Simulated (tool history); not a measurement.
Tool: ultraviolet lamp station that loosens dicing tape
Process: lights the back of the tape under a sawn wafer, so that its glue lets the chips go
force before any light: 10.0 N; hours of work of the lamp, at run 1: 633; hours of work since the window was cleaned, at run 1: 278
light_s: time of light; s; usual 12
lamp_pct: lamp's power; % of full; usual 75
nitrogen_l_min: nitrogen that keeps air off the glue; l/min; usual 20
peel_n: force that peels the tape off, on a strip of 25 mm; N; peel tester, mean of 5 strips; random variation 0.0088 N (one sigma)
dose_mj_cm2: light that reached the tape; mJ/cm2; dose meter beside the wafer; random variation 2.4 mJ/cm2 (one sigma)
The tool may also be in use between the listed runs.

run     day  light_s  lamp_pct  nitrogen_l_min  hours of work of the lamp  hours of work since the window was cleaned  peel_n  dose_mj_cm2
  1   0.000       12        75              20                        633                                         278   0.646          187
  2   0.654       12        75              20                        641                                         286   0.616          186
  3   1.604       12        70              20                        653                                         298   0.746          171
  4   3.083       12        70              20                        672                                         317   0.765          168
  5   3.912       12        75               7                        682                                         328   1.330          179
  6   4.583       12        75               7                        691                                         336   1.440          180
  7   6.062       12        75               7                        710                                         355   1.375          180
  8   7.288       12        75              20                        725                                         370   0.726          180
  9   8.225       12        75              20                        737                                         382   0.728          177
 10   9.225       12        75              20                        750                                         395   0.753          173
 11  10.188       24        75              20                        762                                         407   0.251          344
     11.000  -- window cleaned of glue's vapour
 12  11.000       24        75              20                        772                                           0   0.248          331
 13  12.288       24        75              20                        788                                          16   0.238          333
 14  13.204       24        75              20                        800                                          28   0.252          325
 15  14.346       24        75              20                        814                                          42   0.258          324
 16  15.862       12        75              20                        833                                          62   0.846          164
 17  16.896       12        75              20                        846                                          75   0.865          160
 18  17.717       12        75              20                        857                                          85   0.900          158
     18.217  -- window cleaned of glue's vapour, once more
 19  18.771       12        75              20                        870                                           7   0.675          186
 20  19.879       12        75              25                        884                                          21   0.603          181
 21  20.600       12        75              25                        893                                          30   0.606          178
 22  21.262       12        75              25                        901                                          39   0.617          175
 23  22.100       12        82              35                        912                                          49   0.457          192
 24  22.738        7        75              20                        920                                          57   1.941           97
 25  24.212        7        75              20                        939                                          76   2.036          104
 26  25.692       13        63              20                        957                                          95   0.925          157
 27  27.012        7        91              10                        974                                         111   2.152          119
 28  28.017        7        91              10                        987                                         124   2.184          119
 29  28.767        7        91              10                        996                                         133   2.167          117
 30  29.475        8        75              20                       1005                                         142   1.734          112
 31  30.388        9        78              37                       1017                                         154   0.962          126
 32  31.021       12        76              20                       1025                                         162   0.815          167
 33  32.133       12        69              20                       1039                                         176   0.978          148
 34  33.025       12        69              20                       1050                                         187   1.009          151
 35  33.717       12        69              20                       1059                                         196   1.009          147
 36  34.942       12        69              20                       1075                                         212   1.061          144
 37  35.721       12        69              20                       1084                                         221   1.068          148
 38  36.350        7        72              13                       1092                                         229   2.940           88
 39  37.158        8        66               9                       1103                                         240   3.243           93
 40  38.588        7        61               9                       1121                                         258   3.979           71
 41  39.708       14        61              28                       1135                                         272   0.867          143
 42  40.471       14        61              28                       1144                                         282   0.876          142

Hidden state or all else? Some run-to-run changes of peel_n, split into what the settings, what came in and random variation would give without the hidden state, and what is left for the hidden state (with any gauge scatter that isn't in both results):
The hidden state here: lamp's light, % of a new lamp's; light that the window lets through, % of a clean one's; drift of the gauge itself on peel_n, %; drift of the gauge itself on dose_mj_cm2, %.
Run 23 -> 24: light_s 12 -> 7, lamp_pct 82 -> 75, nitrogen_l_min 35 -> 20. peel_n +1.484 N: hidden state +0.694, all else +0.790.
Run 37 -> 38: light_s 12 -> 7, lamp_pct 69 -> 72, nitrogen_l_min 20 -> 13. peel_n +1.872 N: hidden state +0.783, all else +1.089.
Run 40 -> 41: light_s 7 -> 14, nitrogen_l_min 9 -> 28. peel_n -3.112 N: hidden state -1.103, all else -2.009.
